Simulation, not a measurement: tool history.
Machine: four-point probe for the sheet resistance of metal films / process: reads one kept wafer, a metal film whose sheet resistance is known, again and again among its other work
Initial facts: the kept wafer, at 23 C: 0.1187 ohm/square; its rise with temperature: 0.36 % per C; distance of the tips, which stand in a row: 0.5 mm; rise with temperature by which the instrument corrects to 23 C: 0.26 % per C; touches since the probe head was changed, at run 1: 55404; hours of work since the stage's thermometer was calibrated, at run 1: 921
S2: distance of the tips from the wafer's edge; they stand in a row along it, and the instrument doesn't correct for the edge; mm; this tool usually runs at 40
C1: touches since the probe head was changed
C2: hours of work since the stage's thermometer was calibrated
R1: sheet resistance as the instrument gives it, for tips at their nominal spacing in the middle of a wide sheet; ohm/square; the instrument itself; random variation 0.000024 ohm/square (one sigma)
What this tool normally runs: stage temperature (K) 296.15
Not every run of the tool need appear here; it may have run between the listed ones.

{"run": 1, "hour": 0.0, "stage temperature (K)": 296.15, "S2": 40, "C1": 55404, "C2": 921, "R1": 0.118723}
{"run": 2, "hour": 36.7, "stage temperature (K)": 296.15, "S2": 40, "C1": 56918, "C2": 942, "R1": 0.11872}
{"run": 3, "hour": 79.4, "stage temperature (K)": 296.15, "S2": 12, "C1": 58683, "C2": 966, "R1": 0.118831}
{"run": 4, "hour": 110.8, "stage temperature (K)": 296.15, "S2": 12, "C1": 59982, "C2": 983, "R1": 0.118835}
{"run": 5, "hour": 151.0, "stage temperature (K)": 296.15, "S2": 12, "C1": 61641, "C2": 1006, "R1": 0.118838}
{"run": 6, "hour": 192.9, "stage temperature (K)": 296.15, "S2": 40, "C1": 63372, "C2": 1029, "R1": 0.118741}
{"run": 7, "hour": 222.1, "stage temperature (K)": 296.15, "S2": 40, "C1": 64578, "C2": 1046, "R1": 0.118775}
{"run": 8, "hour": 244.4, "stage temperature (K)": 300.15, "S2": 5, "C1": 65501, "C2": 1058, "R1": 0.119822}
{"run": 9, "hour": 271.6, "stage temperature (K)": 297.15, "S2": 65, "C1": 66625, "C2": 1073, "R1": 0.118859}
{"run": 10, "hour": 305.1, "stage temperature (K)": 292.15, "S2": 5, "C1": 68010, "C2": 1092, "R1": 0.11884}
{"run": 11, "hour": 330.9, "stage temperature (K)": 292.15, "S2": 5, "C1": 69073, "C2": 1106, "R1": 0.118831}

5 ways to go on from here, each from the tool as it stands after run 11. What would each give?
{"run": "A", "hour": 359.3, "stage temperature (K)": 295.15, "S2": 40, "C1": 70248, "C2": 1122, "R1": "?"}
{"run": "B", "hour": 359.3, "stage temperature (K)": 301.15, "S2": 3, "C1": 70248, "C2": 1122, "R1": "?"}
{"run": "C", "hour": 359.3, "stage temperature (K)": 302.15, "S2": 6, "C1": 70248, "C2": 1122, "R1": "?"}
{"run": "D", "hour": 359.3, "stage temperature (K)": 301.15, "S2": 7, "C1": 70248, "C2": 1122, "R1": "?"}
{"run": "E", "hour": 359.3, "stage temperature (K)": 305.15, "S2": 8, "C1": 70248, "C2": 1122, "R1": "?"}

run=A R1=0.118604
run=B R1=0.121118
run=C R1=0.119895
run=D R1=0.119705
run=E R1=0.120061
What these runs would have given with no unlogged condition in the tool:
run=A R1=0.11858
run=B R1=0.121094
run=C R1=0.119871
run=D R1=0.119681
run=E R1=0.120037

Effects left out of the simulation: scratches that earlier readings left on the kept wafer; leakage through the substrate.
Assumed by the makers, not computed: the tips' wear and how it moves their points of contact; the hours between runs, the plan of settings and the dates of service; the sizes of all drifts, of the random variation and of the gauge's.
